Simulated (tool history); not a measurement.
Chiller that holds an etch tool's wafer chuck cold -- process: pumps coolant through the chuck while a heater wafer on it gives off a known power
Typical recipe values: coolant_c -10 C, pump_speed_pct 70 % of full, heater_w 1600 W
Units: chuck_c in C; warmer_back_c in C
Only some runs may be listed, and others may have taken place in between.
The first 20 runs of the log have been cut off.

run     day  coolant_c  pump_speed_pct  heater_w  chuck_c  warmer_back_c
 21  29.404         -7              73      1515     17.3           4.63
 22  30.604        -10              65      1600     18.6            5.7
     31.304  -- coolant changed, channels flushed
 23  31.771        -10              65      1600     13.8           5.71
 24  33.796        -10              87      1600      8.4            4.1
 25  35.608         -6              75      1600     14.9           4.84
 26  37.296         -6              75      1078      8.3           3.28
 27  38.421         -6              75      1078      8.4           3.29
 28  39.621         -4              69      1767     21.2           5.87
 29  40.929        -19              69      1084     -3.4           3.64
 30  42.746        -15              85       822       -5           2.14
 31   43.75        -15              85       822       -5           2.12

5 ways to go on from here, each from the tool as it stands after run 31. What would each give?
  A  44.733        -15              80       822        ?              ?
  B  44.733        -15              63      1186        ?              ?
  C  44.733        -10              85      1308        ?              ?
  D  44.733        -14              70      1600        ?              ?
  E  44.733        -10              70       938        ?              ?

run  chuck_c  warmer_back_c
  A     -4.3           2.29
  B      3.8           4.35
  C      5.5           3.48
  D      8.8           5.23
  E      3.6              3
Had the tool no hidden state, the same runs would have come out as:
run  chuck_c  warmer_back_c
  A     -5.2           2.23
  B      2.6           4.24
  C      4.4           3.39
  D      7.4           5.09
  E      2.6           2.92

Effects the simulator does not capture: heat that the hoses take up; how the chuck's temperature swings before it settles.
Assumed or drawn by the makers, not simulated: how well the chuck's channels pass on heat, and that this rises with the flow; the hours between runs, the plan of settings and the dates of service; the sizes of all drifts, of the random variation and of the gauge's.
